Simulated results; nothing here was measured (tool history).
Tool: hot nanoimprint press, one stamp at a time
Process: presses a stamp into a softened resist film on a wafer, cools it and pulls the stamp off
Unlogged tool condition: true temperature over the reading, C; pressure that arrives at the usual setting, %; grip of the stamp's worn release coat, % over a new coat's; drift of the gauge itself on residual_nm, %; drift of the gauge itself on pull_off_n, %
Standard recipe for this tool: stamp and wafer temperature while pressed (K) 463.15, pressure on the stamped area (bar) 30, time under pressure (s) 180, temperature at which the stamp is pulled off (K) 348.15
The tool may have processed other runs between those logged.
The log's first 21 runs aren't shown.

run,hour,stamp and wafer temperature while pressed (K),pressure on the stamped area (bar),time under pressure (s),temperature at which the stamp is pulled off (K),hours of work since the thermocouple was calibrated,imprints on the stamp's release coat,hours of work since the press's seals were changed,resist left under the stamp's widest pad (nm),greatest force while the stamp is pulled off (N)
22,724.4,463.15,30,180,348.15,431,744,898,266.9,219
# hour 733.5: stamp cleaned and given a new release coat
23,769.3,463.15,30,180,348.15,449,125,917,264.6,187
24,806,463.15,30,180,348.15,466,253,934,264.8,192
25,825.7,451.15,30,147,348.15,475,322,943,490.1,195
26,859,463.15,27.5,180,356.15,491,438,959,276.7,160
27,899.7,468.15,35.3,106,349.15,510,580,978,244.2,210
28,938.6,453.15,20.3,317,354.15,528,716,996,401.2,183
# hour 954.9: stamp cleaned and given a new release coat
29,971.3,463.15,30,186,338.15,541,57,1009,260.1,238
30,1016.4,463.15,33.5,150,356.15,562,214,1030,271.2,151

4 ways to go on from here, each from the tool as it stands after run 30. What would each give?
# hour 1059: plate thermocouple calibrated
A,1059.6,458.15,33.5,117,356.15,0,355,1049,?,?
# hour 1059: plate thermocouple calibrated
B,1059.6,463.15,33.5,150,340.15,0,355,1049,?,?
# hour 1059: plate thermocouple calibrated
C,1059.6,469.15,30,178,348.15,0,355,1049,?,?
# hour 1059: plate thermocouple calibrated
D,1059.6,456.15,33.5,150,356.15,0,355,1049,?,?

run,resist left under the stamp's widest pad (nm),greatest force while the stamp is pulled off (N)
A,404.5,165
B,295.1,249
C,215.7,213
D,410.1,169
With the hidden condition removed and each run's random variation left untouched, the same runs would have given:
run,resist left under the stamp's widest pad (nm),greatest force while the stamp is pulled off (N)
A,400.3,148
B,291.2,223
C,212.9,191
D,405.8,152
